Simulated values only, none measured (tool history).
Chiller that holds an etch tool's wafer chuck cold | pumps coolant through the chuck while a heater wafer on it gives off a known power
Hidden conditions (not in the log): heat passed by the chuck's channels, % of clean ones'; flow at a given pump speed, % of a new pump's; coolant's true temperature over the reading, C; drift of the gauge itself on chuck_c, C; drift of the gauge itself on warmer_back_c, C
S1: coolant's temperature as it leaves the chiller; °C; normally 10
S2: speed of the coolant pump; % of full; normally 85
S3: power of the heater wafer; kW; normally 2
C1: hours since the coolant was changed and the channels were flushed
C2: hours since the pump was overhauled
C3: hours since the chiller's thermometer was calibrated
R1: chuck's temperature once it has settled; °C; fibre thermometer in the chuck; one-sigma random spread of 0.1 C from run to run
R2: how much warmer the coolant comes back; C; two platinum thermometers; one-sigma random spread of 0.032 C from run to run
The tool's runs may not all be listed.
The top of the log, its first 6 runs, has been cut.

Run 7, hour 176: usual settings; C1 5991; C2 1065; C3 2188. Result: R1 24.5 °C, R2 3.86 C.
Run 8, hour 193.2: usual settings; C1 6008; C2 1083; C3 2205. Result: R1 24.4 °C, R2 3.9 C.
Run 9, hour 228: usual settings; C1 6043; C2 1117; C3 2240. Result: R1 24.6 °C, R2 3.88 C.
Run 10, hour 259.9: usual settings; C1 6075; C2 1149; C3 2272. Result: R1 24.5 °C, R2 3.84 C.
Run 11, hour 294.6: usual settings; C1 6109; C2 1184; C3 2307. Result: R1 24.5 °C, R2 3.87 C.
Run 12, hour 315.4: usual settings; C1 6130; C2 1205; C3 2328. Result: R1 24.5 °C, R2 3.82 C.
Run 13, hour 350.7: usual settings; C1 6165; C2 1240; C3 2363. Result: R1 24.7 °C, R2 3.8 C.
Run 14, hour 382.8: usual settings; C1 6197; C2 1272; C3 2395. Result: R1 24.5 °C, R2 3.79 C.
Run 15, hour 399: usual settings but S2 84 % of full; C1 6214; C2 1288; C3 2411. Result: R1 24.6 °C, R2 3.84 C.
Run 16, hour 429.4: usual settings but S2 84 % of full; C1 6244; C2 1319; C3 2442. Result: R1 24.4 °C, R2 3.86 C.

Run 17 has not been measured yet. What should we expect?
Run 17, hour 466.1: usual settings but S1 15 °C, S3 1.271 kW; C1 6281; C2 1356; C3 2478. Result: R1 ?, R2 ?.

{"run 17": {"R1": 24.2, "R2": 2.25}}
On a tool with no hidden condition, and with the same random variation, this run would have come out at R1 24.2 °C, R2 2.48 C.

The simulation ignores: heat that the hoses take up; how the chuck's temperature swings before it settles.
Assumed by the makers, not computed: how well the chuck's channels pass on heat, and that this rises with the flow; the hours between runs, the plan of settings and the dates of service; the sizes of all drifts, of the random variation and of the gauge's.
